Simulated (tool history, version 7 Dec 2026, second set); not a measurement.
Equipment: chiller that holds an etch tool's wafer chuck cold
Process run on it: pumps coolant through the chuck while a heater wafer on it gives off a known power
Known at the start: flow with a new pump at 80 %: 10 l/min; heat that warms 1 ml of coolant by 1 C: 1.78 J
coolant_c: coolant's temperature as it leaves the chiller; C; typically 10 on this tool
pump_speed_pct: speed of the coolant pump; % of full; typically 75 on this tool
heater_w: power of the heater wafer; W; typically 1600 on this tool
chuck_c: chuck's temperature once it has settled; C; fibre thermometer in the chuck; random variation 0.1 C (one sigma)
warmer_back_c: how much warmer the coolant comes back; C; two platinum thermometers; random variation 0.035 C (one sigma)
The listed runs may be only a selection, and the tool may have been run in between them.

| run | hour | coolant_c | pump_speed_pct | heater_w | chuck_c | warmer_back_c |
|---|---|---|---|---|---|---|
| 1 | 0 | 10 | 75 | 1600 | 22.1 | 5.74 |
| 2 | 26.7 | 10 | 75 | 1600 | 22.2 | 5.73 |
| 3 | 84.6 | 10 | 75 | 1600 | 22.3 | 5.73 |
| 4 | 111.8 | 10 | 75 | 1600 | 22.1 | 5.75 |
| 5 | 166.1 | 10 | 75 | 1600 | 22.2 | 5.73 |
| 6 | 217.1 | 10 | 95 | 1204 | 17.6 | 3.34 |

Estimate the outcome of run 7 from the log above:
| 7 | 250.6 | 10 | 95 | 1171 | ? | ? |

chuck_c: 17.3 C
warmer_back_c: 3.26 C
Minus the tool's unlogged condition, the same run would have read chuck_c 17.3 C, warmer_back_c 3.35 C.
